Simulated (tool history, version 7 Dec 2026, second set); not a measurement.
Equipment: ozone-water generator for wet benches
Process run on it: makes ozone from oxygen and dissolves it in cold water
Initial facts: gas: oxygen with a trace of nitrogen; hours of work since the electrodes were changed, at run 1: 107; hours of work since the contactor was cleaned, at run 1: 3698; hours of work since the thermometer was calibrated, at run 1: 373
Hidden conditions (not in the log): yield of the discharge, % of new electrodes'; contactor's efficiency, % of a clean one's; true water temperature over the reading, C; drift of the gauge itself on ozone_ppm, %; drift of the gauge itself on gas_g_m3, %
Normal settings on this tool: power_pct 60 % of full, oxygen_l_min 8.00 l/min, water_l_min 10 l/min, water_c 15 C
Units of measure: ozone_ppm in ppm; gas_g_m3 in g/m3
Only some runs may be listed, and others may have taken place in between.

run	hour	power_pct	oxygen_l_min	water_l_min	water_c	hours of work since the electrodes were changed	hours of work since the contactor was cleaned	hours of work since the thermometer was calibrated	ozone_ppm	gas_g_m3
1	0.0	60	8.00	10	15	107	3698	373	46.0	222.4
2	53.4	60	8.00	10	13	159	3750	425	47.8	221.3
3	86.6	60	8.00	10	13	191	3782	457	48.4	222.6
4	116.2	60	8.00	10	13	220	3811	486	47.6	221.3
5	148.1	60	8.00	10	20	251	3842	517	41.0	220.9
6	176.4	60	8.00	10	20	279	3870	545	40.8	220.9
7	227.7	60	8.00	10	20	329	3920	595	40.9	221.7
8	267.3	60	8.00	10	15	368	3958	634	45.7	219.1
9	292.9	60	8.00	13	15	393	3983	659	40.3	219.0
10	322.5	60	8.00	13	15	421	4012	688	41.0	220.4
11	374.6	88	8.00	10	15	472	4063	738	57.3	271.1
12	423.2	88	8.00	10	15	520	4111	786	57.2	270.7
13	450.9	88	8.00	10	15	547	4138	813	57.9	274.1
14	495.1	88	8.00	10	15	590	4181	856	57.2	272.2
15	519.7	88	8.00	10	15	614	4205	880	57.4	272.4
16	559.4	49	8.00	10	15	653	4244	919	41.0	192.9
17	611.9	49	8.00	10	15	704	4295	970	41.1	193.2
18	664.8	93	4.22	16	11	755	4346	1022	45.9	354.0
19	698.5	93	4.22	16	11	788	4379	1054	45.8	354.6
20	749.4	93	4.22	16	11	838	4429	1104	45.1	354.1
21	775.7	60	8.61	8	14	864	4455	1130	50.7	210.4
# hour 802.9: gauge calibrated
22	829.4	91	8.61	8	14	916	4507	1182	64.4	276.7
23	883.2	83	13.84	10	9	969	4559	1235	59.4	219.5
24	917.3	83	13.84	10	9	1002	4593	1268	59.8	218.4
25	941.3	58	13.50	7	9	1025	4616	1291	54.6	179.2
26	976.7	58	13.50	7	9	1060	4651	1326	54.8	177.9
27	1006.6	92	10.91	8	14	1089	4680	1355	62.6	252.3
28	1046.8	92	9.37	8	20	1128	4719	1394	55.0	266.0
29	1088.4	92	9.37	8	20	1169	4760	1435	55.3	265.0
30	1125.4	93	13.29	6	15	1205	4796	1471	64.2	233.4
31	1150.5	93	13.29	6	15	1229	4820	1495	64.2	233.8
32	1199.1	93	13.29	6	15	1277	4868	1543	64.5	234.1
33	1250.9	93	13.29	6	15	1327	4918	1593	64.1	232.4
34	1278.6	93	13.29	6	15	1354	4945	1621	64.5	229.8

Measured result minus the same run's result without the hidden state. Both carry the same run-to-run variation, though not necessarily the same gauge scatter:
run	gas_g_m3
1	+0.0
2	-0.5
3	-0.8
4	-1.0
5	-1.3
6	-1.5
7	-1.9
8	-2.2
9	-2.4
10	-2.7
11	-3.9
12	-4.4
13	-4.7
14	-5.2
15	-5.5
16	-4.2
17	-4.5
18	-9.2
19	-9.6
20	-10.3
21	-6.4
22	-0.4
23	-0.8
24	-1.1
25	-1.0
26	-1.2
27	-2.1
28	-2.5
29	-3.0
30	-2.9
31	-3.2
32	-3.6
33	-4.1
34	-4.3
For ozone_ppm, the value without the hidden state is never more than 0.1 ppm from the measured value.
